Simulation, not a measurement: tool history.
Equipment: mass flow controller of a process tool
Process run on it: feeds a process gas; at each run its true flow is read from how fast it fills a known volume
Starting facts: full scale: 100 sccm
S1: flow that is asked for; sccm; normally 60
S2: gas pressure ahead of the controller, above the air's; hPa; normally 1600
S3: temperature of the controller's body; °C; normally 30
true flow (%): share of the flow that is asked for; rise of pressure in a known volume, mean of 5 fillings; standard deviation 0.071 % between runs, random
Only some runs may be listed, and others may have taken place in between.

run 1 hour=0.0 | S1=60 S2=1600 S3=30 | true_flow_(%)=97.73
run 2 hour=406.9 | S1=60 S2=1600 S3=30 | true_flow_(%)=97.66
run 3 hour=865.8 | S1=60 S2=1600 S3=30 | true_flow_(%)=97.42
run 4 hour=1262.5 | S1=60 S2=1600 S3=30 | true_flow_(%)=97.48
run 5 hour=1498.0 | S1=60 S2=1600 S3=30 | true_flow_(%)=97.34
run 6 hour=1862.5 | S1=60 S2=1600 S3=30 | true_flow_(%)=97.43
run 7 hour=2216.7 | S1=60 S2=1600 S3=30 | true_flow_(%)=97.28
run 8 hour=2598.4 | S1=60 S2=1600 S3=30 | true_flow_(%)=97.08
run 9 hour=3030.7 | S1=60 S2=1600 S3=30 | true_flow_(%)=97.07
run 10 hour=3511.2 | S1=60 S2=1600 S3=32 | true_flow_(%)=97.12
run 11 hour=3730.1 | S1=60 S2=1600 S3=32 | true_flow_(%)=97.11
run 12 hour=4116.1 | S1=60 S2=1600 S3=30 | true_flow_(%)=96.76
run 13 hour=4336.2 | S1=60 S2=1600 S3=30 | true_flow_(%)=96.78
run 14 hour=4722.9 | S1=60 S2=1600 S3=30 | true_flow_(%)=96.81
run 15 hour=5079.4 | S1=60 S2=1600 S3=30 | true_flow_(%)=96.59
run 16 hour=5558.6 | S1=60 S2=1600 S3=30 | true_flow_(%)=96.57
-- hour=5792.2 controller's zero set anew
run 17 hour=6031.1 | S1=60 S2=1600 S3=30 | true_flow_(%)=98.09
run 18 hour=6470.8 | S1=60 S2=1600 S3=30 | true_flow_(%)=98.14
run 19 hour=6678.3 | S1=60 S2=1600 S3=30 | true_flow_(%)=98.06
run 20 hour=7139.5 | S1=60 S2=1600 S3=39 | true_flow_(%)=98.81
run 21 hour=7594.7 | S1=38 S2=2620 S3=39 | true_flow_(%)=99.01
run 22 hour=7969.3 | S1=38 S2=2620 S3=39 | true_flow_(%)=98.84
run 23 hour=8281.2 | S1=59 S2=2290 S3=30 | true_flow_(%)=98.07
run 24 hour=8761.9 | S1=39 S2=2290 S3=30 | true_flow_(%)=97.63
run 25 hour=9247.5 | S1=87 S2=2500 S3=30 | true_flow_(%)=98.78
run 26 hour=9484.0 | S1=12 S2=2420 S3=30 | true_flow_(%)=95.27
run 27 hour=9919.2 | S1=20 S2=1600 S3=32 | true_flow_(%)=95.74
run 28 hour=10295.9 | S1=60 S2=1740 S3=27 | true_flow_(%)=97.02
run 29 hour=10698.1 | S1=91 S2=1490 S3=30 | true_flow_(%)=97.92
run 30 hour=11124.5 | S1=29 S2=1950 S3=39 | true_flow_(%)=96.87
run 31 hour=11391.9 | S1=74 S2=1600 S3=30 | true_flow_(%)=97.44
-- hour=11566.9 controller exchanged for a calibrated one
run 32 hour=11605.7 | S1=74 S2=1600 S3=28 | true_flow_(%)=99.54
run 33 hour=12065.4 | S1=74 S2=1600 S3=28 | true_flow_(%)=99.50
run 34 hour=12513.8 | S1=48 S2=1470 S3=28 | true_flow_(%)=98.78
run 35 hour=12965.7 | S1=60 S2=1600 S3=27 | true_flow_(%)=98.97
run 36 hour=13298.6 | S1=60 S2=1600 S3=27 | true_flow_(%)=98.85
run 37 hour=13740.2 | S1=60 S2=1600 S3=27 | true_flow_(%)=98.68

Pick out some run-to-run changes in true flow (%). Of each, how much would a tool without hidden state show as well, from the settings, what came in and chance, and how much is left for the hidden state and any gauge scatter not in both results compared?
The tool's hidden condition here consists of: flow at rest that the sensor doesn't see, % of full scale; true flow over the shown one, %; drift of the gauge itself on true_pct, %.
Run 16 -> 17: controller's zero set anew. true flow (%) +1.52: hidden state +1.72, all else -0.20.
Run 25 -> 26: S1 87 -> 12, S2 2500 -> 2420. true flow (%) -3.51: hidden state -2.35, all else -1.16.
Run 31 -> 32: S3 30 -> 28, controller exchanged for a calibrated one. true flow (%) +2.10: hidden state +2.24, all else -0.14.
